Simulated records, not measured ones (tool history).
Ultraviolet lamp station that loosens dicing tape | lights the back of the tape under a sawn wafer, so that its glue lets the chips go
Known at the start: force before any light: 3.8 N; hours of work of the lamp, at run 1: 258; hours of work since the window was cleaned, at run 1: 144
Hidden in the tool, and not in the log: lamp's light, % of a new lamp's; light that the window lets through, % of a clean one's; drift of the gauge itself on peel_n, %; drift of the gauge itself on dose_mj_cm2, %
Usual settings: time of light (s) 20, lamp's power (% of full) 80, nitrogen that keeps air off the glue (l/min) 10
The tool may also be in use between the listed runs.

run,hour,time of light (s),lamp's power (% of full),nitrogen that keeps air off the glue (l/min),hours of work of the lamp,hours of work since the window was cleaned,force that peels the tape off (N),light that reached the tape (mJ/cm2)
1,0.0,20,80,10,258,144,0.398,391
2,48.6,20,80,10,290,176,0.425,376
3,108.4,28,80,10,329,215,0.247,520
# hour 136.7: window cleaned of glue's vapour
4,137.1,20,80,10,347,0,0.575,316
5,164.2,20,95,10,365,18,0.441,364
6,190.7,20,80,5,382,35,0.898,302
7,233.0,20,80,5,410,63,0.967,294
8,278.3,20,80,7,439,92,0.840,281
9,312.5,20,79,5,461,114,1.037,275
10,350.7,18,78,8,486,139,0.952,236
# hour 388.1: window cleaned of glue's vapour, once more
11,408.8,18,78,8,524,13,0.495,371
12,458.4,34,93,11,556,46,0.156,813
13,496.2,12,76,14,581,70,0.752,228

Forecast each of these 5 alternatives for the next run:
A,523.7,36,64,10,598,88,?,?
B,523.7,12,71,14,598,88,?,?
C,523.7,12,61,11,598,88,?,?
D,523.7,29,80,4,598,88,?,?
E,523.7,20,72,10,598,88,?,?

run,force that peels the tape off (N),light that reached the tape (mJ/cm2)
A,0.220,572
B,0.883,211
C,1.182,182
D,0.389,568
E,0.455,358
Without the tool's hidden state the same runs would have given:
run,force that peels the tape off (N),light that reached the tape (mJ/cm2)
A,0.185,662
B,0.718,244
C,0.991,211
D,0.303,658
E,0.357,414

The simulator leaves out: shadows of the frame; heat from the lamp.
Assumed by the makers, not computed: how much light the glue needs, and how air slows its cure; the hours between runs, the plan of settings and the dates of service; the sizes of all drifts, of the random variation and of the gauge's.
